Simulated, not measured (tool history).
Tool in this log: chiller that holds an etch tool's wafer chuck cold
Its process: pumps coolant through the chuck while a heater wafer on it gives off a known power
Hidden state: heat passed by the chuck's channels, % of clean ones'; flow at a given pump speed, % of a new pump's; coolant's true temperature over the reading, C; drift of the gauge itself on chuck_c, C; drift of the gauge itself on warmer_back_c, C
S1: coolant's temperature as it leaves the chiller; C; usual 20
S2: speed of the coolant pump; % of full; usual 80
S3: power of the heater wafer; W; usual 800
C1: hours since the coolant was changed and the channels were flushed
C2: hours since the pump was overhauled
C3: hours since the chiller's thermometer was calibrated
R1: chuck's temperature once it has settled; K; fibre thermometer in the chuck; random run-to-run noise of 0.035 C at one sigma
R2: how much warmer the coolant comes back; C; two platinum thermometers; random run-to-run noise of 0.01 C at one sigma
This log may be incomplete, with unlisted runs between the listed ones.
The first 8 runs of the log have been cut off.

run,hour,S1,S2,S3,C1,C2,C3,R1,R2
9,623.7,20,80,941,4339,3914,1009,299.56,2.34
10,710.5,20,80,941,4426,4001,1096,299.61,2.33
11,799.5,20,90,800,4515,4090,1185,298.36,1.78
# hour 843.2: coolant changed, channels flushed
12,860.1,20,90,800,17,4144,1240,297.67,1.76
13,971.0,20,90,888,128,4255,1351,298.25,1.98
14,1027.1,12,80,800,184,4311,1407,290.07,2.01
15,1103.7,12,80,800,260,4388,1483,290.06,2.00
16,1167.2,12,80,800,324,4451,1547,290.03,2.01
17,1262.2,15,80,663,419,4546,1642,292.10,1.66
18,1362.9,11,73,1165,520,4647,1743,291.75,3.23
19,1413.8,11,73,1165,571,4698,1794,291.77,3.25
20,1525.2,11,73,1165,682,4809,1905,291.82,3.23
21,1613.1,24,72,457,770,4897,1993,300.06,1.29
22,1720.6,24,72,457,877,5005,2100,300.11,1.28
# hour 1787.4: coolant pump overhauled
23,1830.5,20,75,823,982,43,2205,298.21,2.02
24,1942.6,13,80,402,1094,155,2317,288.42,0.93
25,2026.5,13,80,402,1178,239,2401,288.36,0.91
26,2094.9,26,90,618,1247,307,2470,302.51,1.26
27,2143.6,25,62,965,1295,356,2518,304.77,2.87
# hour 2157.3: chiller's thermometer calibrated
28,2248.4,25,62,965,1399,460,91,304.88,2.86
29,2296.6,19,80,1053,1447,508,139,298.50,2.47
30,2381.5,19,80,1053,1532,593,224,298.60,2.47

The next listed run, before its measurement:
31,2498.0,20,84,407,1649,710,341,?,?

{"run 31": {"R1": 295.53, "R2": 0.91}}
Take away the tool's hidden state, keep the run-to-run variation as it was, and the same run would have given R1 295.47 K, R2 0.89 C.
